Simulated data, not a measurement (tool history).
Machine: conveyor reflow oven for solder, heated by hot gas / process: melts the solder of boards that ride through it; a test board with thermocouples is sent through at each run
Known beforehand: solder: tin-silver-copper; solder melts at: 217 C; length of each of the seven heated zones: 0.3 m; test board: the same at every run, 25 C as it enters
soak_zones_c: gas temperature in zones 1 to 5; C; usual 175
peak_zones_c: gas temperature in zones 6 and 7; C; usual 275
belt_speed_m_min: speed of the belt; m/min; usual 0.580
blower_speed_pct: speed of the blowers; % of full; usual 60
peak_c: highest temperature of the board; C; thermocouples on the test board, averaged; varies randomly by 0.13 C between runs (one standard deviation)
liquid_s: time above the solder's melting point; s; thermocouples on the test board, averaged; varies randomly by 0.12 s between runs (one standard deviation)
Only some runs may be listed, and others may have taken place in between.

Run 1, hour 0.0: usual settings. Result: peak_c 254.0 C, liquid_s 47.3 s.
Run 2, hour 22.6: usual settings. Result: peak_c 253.9 C, liquid_s 47.4 s.
Run 3, hour 59.3: usual settings. Result: peak_c 254.0 C, liquid_s 47.4 s.
Run 4, hour 98.9: usual settings. Result: peak_c 254.1 C, liquid_s 47.3 s.
Run 5, hour 116.8: usual settings. Result: peak_c 253.7 C, liquid_s 47.5 s.
Run 6, hour 136.6: usual settings. Result: peak_c 253.6 C, liquid_s 46.9 s.
Run 7, hour 177.1: usual settings. Result: peak_c 253.7 C, liquid_s 47.4 s.
Run 8, hour 205.2: usual settings. Result: peak_c 253.5 C, liquid_s 47.1 s.
Run 9, hour 230.5: usual settings. Result: peak_c 253.7 C, liquid_s 47.1 s.
Run 10, hour 263.0: usual settings but blower_speed_pct 67 % of full. Result: peak_c 255.5 C, liquid_s 48.5 s.
At hour 283.0: flux residue cleaned out of gas plates and filters.
Run 11, hour 304.7: usual settings but blower_speed_pct 67 % of full. Result: peak_c 256.3 C, liquid_s 49.0 s.
Run 12, hour 329.5: usual settings but blower_speed_pct 67 % of full. Result: peak_c 256.2 C, liquid_s 49.0 s.
Run 13, hour 347.8: usual settings but blower_speed_pct 67 % of full. Result: peak_c 256.0 C, liquid_s 49.0 s.
Run 14, hour 375.9: usual settings but blower_speed_pct 67 % of full. Result: peak_c 256.0 C, liquid_s 49.0 s.
Run 15, hour 413.3: usual settings. Result: peak_c 254.2 C, liquid_s 47.9 s.
Run 16, hour 443.5: usual settings. Result: peak_c 254.1 C, liquid_s 47.5 s.
Run 17, hour 460.5: usual settings but peak_zones_c 287 C. Result: peak_c 264.2 C, liquid_s 53.1 s.
Run 18, hour 491.0: usual settings but peak_zones_c 287 C, belt_speed_m_min 0.518 m/min, blower_speed_pct 57 % of full. Result: peak_c 267.8 C, liquid_s 61.6 s.
Run 19, hour 519.0: usual settings but soak_zones_c 161 C. Result: peak_c 250.8 C, liquid_s 41.8 s.
At hour 525.0: belt drive overhauled, speed set with a stopwatch.
Run 20, hour 556.2: usual settings but blower_speed_pct 64 % of full. Result: peak_c 255.3 C, liquid_s 49.2 s.
At hour 594.2: flux residue cleaned out of gas plates and filters.
Run 21, hour 597.5: usual settings but soak_zones_c 185 C, peak_zones_c 271 C, belt_speed_m_min 0.614 m/min, blower_speed_pct 72 % of full. Result: peak_c 254.5 C, liquid_s 49.4 s.
At hour 617.5: belt drive overhauled, speed set with a stopwatch, once more.
Run 22, hour 639.2: usual settings but blower_speed_pct 80 % of full. Result: peak_c 258.7 C, liquid_s 50.0 s.
Run 23, hour 660.6: usual settings but peak_zones_c 277 C, belt_speed_m_min 0.636 m/min. Result: peak_c 251.8 C, liquid_s 40.7 s.
Run 24, hour 701.5: usual settings but peak_zones_c 269 C, blower_speed_pct 59 % of full. Result: peak_c 248.6 C, liquid_s 43.3 s.
Run 25, hour 731.5: usual settings but soak_zones_c 181 C, peak_zones_c 287 C, blower_speed_pct 59 % of full. Result: peak_c 265.0 C, liquid_s 54.3 s.
Run 26, hour 768.0: usual settings but soak_zones_c 181 C, peak_zones_c 287 C, blower_speed_pct 59 % of full. Result: peak_c 265.0 C, liquid_s 54.1 s.
Run 27, hour 793.3: usual settings. Result: peak_c 253.9 C, liquid_s 46.4 s.
Run 28, hour 816.3: usual settings. Result: peak_c 253.8 C, liquid_s 46.3 s.
Run 29, hour 834.1: usual settings. Result: peak_c 253.6 C, liquid_s 46.6 s.
Run 30, hour 868.1: usual settings but soak_zones_c 183 C, peak_zones_c 284 C, blower_speed_pct 65 % of full. Result: peak_c 264.2 C, liquid_s 54.6 s.

Here are 4 independent what-if runs from the current tool condition. What would each one return?
Run A, hour 893.6: usual settings but soak_zones_c 165 C, peak_zones_c 284 C, blower_speed_pct 65 % of full. Result: peak_c ?, liquid_s ?.
Run B, hour 893.6: usual settings but soak_zones_c 183 C, peak_zones_c 284 C, belt_speed_m_min 0.497 m/min, blower_speed_pct 52 % of full. Result: peak_c ?, liquid_s ?.
Run C, hour 893.6: usual settings but soak_zones_c 183 C, peak_zones_c 271 C, belt_speed_m_min 0.675 m/min, blower_speed_pct 71 % of full. Result: peak_c ?, liquid_s ?.
Run D, hour 893.6: usual settings but soak_zones_c 164 C, peak_zones_c 284 C, belt_speed_m_min 0.647 m/min, blower_speed_pct 75 % of full. Result: peak_c ?, liquid_s ?.

run  peak_c  liquid_s
  A   260.2      47.8
  B   266.4      65.2
  C   248.8      39.1
  D   257.8      40.9
Stripped of hidden state, with their random variation kept, the same runs would have yielded:
run  peak_c  liquid_s
  A   260.2      47.7
  B   265.9      64.8
  C   248.7      39.2
  D   258.0      41.0
